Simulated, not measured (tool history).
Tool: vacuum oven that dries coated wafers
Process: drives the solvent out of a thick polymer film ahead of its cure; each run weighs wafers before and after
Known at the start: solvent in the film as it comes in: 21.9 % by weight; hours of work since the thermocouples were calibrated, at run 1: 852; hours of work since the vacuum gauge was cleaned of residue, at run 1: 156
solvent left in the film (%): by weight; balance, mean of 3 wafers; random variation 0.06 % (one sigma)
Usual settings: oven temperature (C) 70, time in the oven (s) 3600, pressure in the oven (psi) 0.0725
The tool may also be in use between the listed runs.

| run | day | oven temperature (C) | time in the oven (s) | pressure in the oven (psi) | hours of work since the thermocouples were calibrated | hours of work since the vacuum gauge was cleaned of residue | solvent left in the film (%) |
|---|---|---|---|---|---|---|---|
| 1 | 0.000 | 70 | 3600 | 0.0725 | 852 | 156 | 3.25 |
| 2 | 0.604 | 70 | 3600 | 0.0725 | 861 | 165 | 3.23 |
| 3 | 1.042 | 80 | 3600 | 0.0725 | 868 | 172 | 0.79 |
| 4 | 1.471 | 70 | 3600 | 0.0725 | 874 | 178 | 3.32 |
| 5 | 1.754 | 70 | 3600 | 0.0725 | 878 | 182 | 3.29 |
| 6 | 2.188 | 70 | 3600 | 0.0725 | 885 | 189 | 3.29 |
| 7 | 2.821 | 70 | 3600 | 0.0725 | 894 | 198 | 3.29 |
| 8 | 3.162 | 70 | 3600 | 0.0725 | 899 | 203 | 3.23 |
| 9 | 3.562 | 70 | 3600 | 0.0725 | 905 | 209 | 3.37 |
| 10 | 3.950 | 70 | 3600 | 0.0725 | 911 | 215 | 3.35 |
| 11 | 4.412 | 70 | 3600 | 0.0725 | 917 | 221 | 3.24 |
| 12 | 4.921 | 70 | 3600 | 0.1271 | 925 | 229 | 3.23 |
| 13 | 5.521 | 70 | 3600 | 0.1271 | 934 | 238 | 3.40 |
| 14 | 5.825 | 70 | 3600 | 0.1271 | 938 | 242 | 3.51 |
| 15 | 6.192 | 70 | 3600 | 0.1614 | 944 | 248 | 3.35 |
| 16 | 6.525 | 84 | 2700 | 0.2625 | 949 | 253 | 1.13 |
| 17 | 6.904 | 73 | 5400 | 0.0795 | 954 | 258 | 1.03 |
| 18 | 7.271 | 83 | 3600 | 0.1023 | 960 | 264 | 0.50 |
| 19 | 7.583 | 70 | 4020 | 0.0725 | 964 | 268 | 2.78 |
| 20 | 7.896 | 63 | 3600 | 0.2467 | 969 | 273 | 6.74 |
| 21 | 8.208 | 70 | 3480 | 0.0487 | 973 | 277 | 3.28 |
| 22 | 8.667 | 84 | 3480 | 0.0859 | 980 | 284 | 0.38 |
| 23 | 9.221 | 84 | 3480 | 0.0859 | 988 | 292 | 0.37 |
| 24 | 9.883 | 84 | 3480 | 0.0859 | 998 | 302 | 0.44 |
| 25 | 10.525 | 68 | 2820 | 0.0635 | 1008 | 312 | 5.57 |
| 26 | 10.842 | 68 | 2820 | 0.0635 | 1012 | 316 | 5.61 |
| 27 | 11.500 | 58 | 2820 | 0.0540 | 1022 | 326 | 9.96 |
| 28 | 11.900 | 58 | 4800 | 0.1527 | 1028 | 332 | 7.09 |
| 29 | 12.525 | 81 | 5520 | 0.0725 | 1037 | 341 | 0.20 |
| 30 | 13.008 | 81 | 5520 | 0.0725 | 1044 | 348 | 0.24 |

Forecast each of these 4 alternatives for the next run:
| A | 13.454 | 81 | 5100 | 0.0725 | 1051 | 355 | ? |
| B | 13.454 | 70 | 5880 | 0.0725 | 1051 | 355 | ? |
| C | 13.454 | 67 | 1860 | 0.2258 | 1051 | 355 | ? |
| D | 13.454 | 67 | 3360 | 0.1498 | 1051 | 355 | ? |

| run | solvent left in the film (%) |
|---|---|
| A | 0.20 |
| B | 1.27 |
| C | 8.63 |
| D | 5.24 |
Without the tool's hidden state the same runs would have given:
| run | solvent left in the film (%) |
|---|---|
| A | 0.20 |
| B | 1.26 |
| C | 8.60 |
| D | 5.21 |
